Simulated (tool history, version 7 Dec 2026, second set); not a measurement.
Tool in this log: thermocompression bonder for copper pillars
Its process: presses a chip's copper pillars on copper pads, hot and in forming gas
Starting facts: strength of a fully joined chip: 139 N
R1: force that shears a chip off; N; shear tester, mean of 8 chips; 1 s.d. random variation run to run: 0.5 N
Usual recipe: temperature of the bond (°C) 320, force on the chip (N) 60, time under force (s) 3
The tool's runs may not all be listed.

{"run": 1, "hour": 0.0, "temperature of the bond (°C)": 320, "force on the chip (N)": 60, "time under force (s)": 3, "R1": 49.7}
{"run": 2, "hour": 24.4, "temperature of the bond (°C)": 320, "force on the chip (N)": 60, "time under force (s)": 3, "R1": 49.4}
{"run": 3, "hour": 58.7, "temperature of the bond (°C)": 320, "force on the chip (N)": 60, "time under force (s)": 3, "R1": 48.7}
{"run": 4, "hour": 100.5, "temperature of the bond (°C)": 320, "force on the chip (N)": 60, "time under force (s)": 3, "R1": 49.3}
{"run": 5, "hour": 119.8, "temperature of the bond (°C)": 320, "force on the chip (N)": 60, "time under force (s)": 3, "R1": 49.5}
{"run": 6, "hour": 138.9, "temperature of the bond (°C)": 320, "force on the chip (N)": 60, "time under force (s)": 3, "R1": 49.1}
{"run": 7, "hour": 183.3, "temperature of the bond (°C)": 320, "force on the chip (N)": 60, "time under force (s)": 3, "R1": 49.2}
{"run": 8, "hour": 216.8, "temperature of the bond (°C)": 320, "force on the chip (N)": 60, "time under force (s)": 3, "R1": 49.8}
{"run": 9, "hour": 253.0, "temperature of the bond (°C)": 341, "force on the chip (N)": 60, "time under force (s)": 3, "R1": 61.6}
{"run": 10, "hour": 285.7, "temperature of the bond (°C)": 341, "force on the chip (N)": 60, "time under force (s)": 3, "R1": 62.7}
{"run": 11, "hour": 306.8, "temperature of the bond (°C)": 341, "force on the chip (N)": 60, "time under force (s)": 3, "R1": 63.5}
{"run": 12, "hour": 348.7, "temperature of the bond (°C)": 341, "force on the chip (N)": 60, "time under force (s)": 3, "R1": 62.6}
{"run": 13, "hour": 394.6, "temperature of the bond (°C)": 341, "force on the chip (N)": 60, "time under force (s)": 4, "R1": 69.4}
{"run": 14, "hour": 427.9, "temperature of the bond (°C)": 296, "force on the chip (N)": 60, "time under force (s)": 3, "R1": 35.8}
{"run": 15, "hour": 467.7, "temperature of the bond (°C)": 296, "force on the chip (N)": 60, "time under force (s)": 3, "R1": 35.7}
{"run": 16, "hour": 496.6, "temperature of the bond (°C)": 320, "force on the chip (N)": 60, "time under force (s)": 3, "R1": 49.5}
{"run": 17, "hour": 528.6, "temperature of the bond (°C)": 320, "force on the chip (N)": 60, "time under force (s)": 3, "R1": 48.7}
{"hour": 539.9, "done": "forming gas filter changed"}
{"run": 18, "hour": 561.2, "temperature of the bond (°C)": 320, "force on the chip (N)": 60, "time under force (s)": 3, "R1": 49.0}
{"run": 19, "hour": 594.6, "temperature of the bond (°C)": 320, "force on the chip (N)": 60, "time under force (s)": 3, "R1": 49.4}
{"run": 20, "hour": 636.4, "temperature of the bond (°C)": 344, "force on the chip (N)": 60, "time under force (s)": 3, "R1": 65.5}

For run 21, what comes out?
{"run": 21, "hour": 675.3, "temperature of the bond (°C)": 342, "force on the chip (N)": 72, "time under force (s)": 7, "R1": "?"}

{"run 21": {"R1": 91.5}}
Had the tool carried no hidden state, the very same run would have given R1 91.7 N.
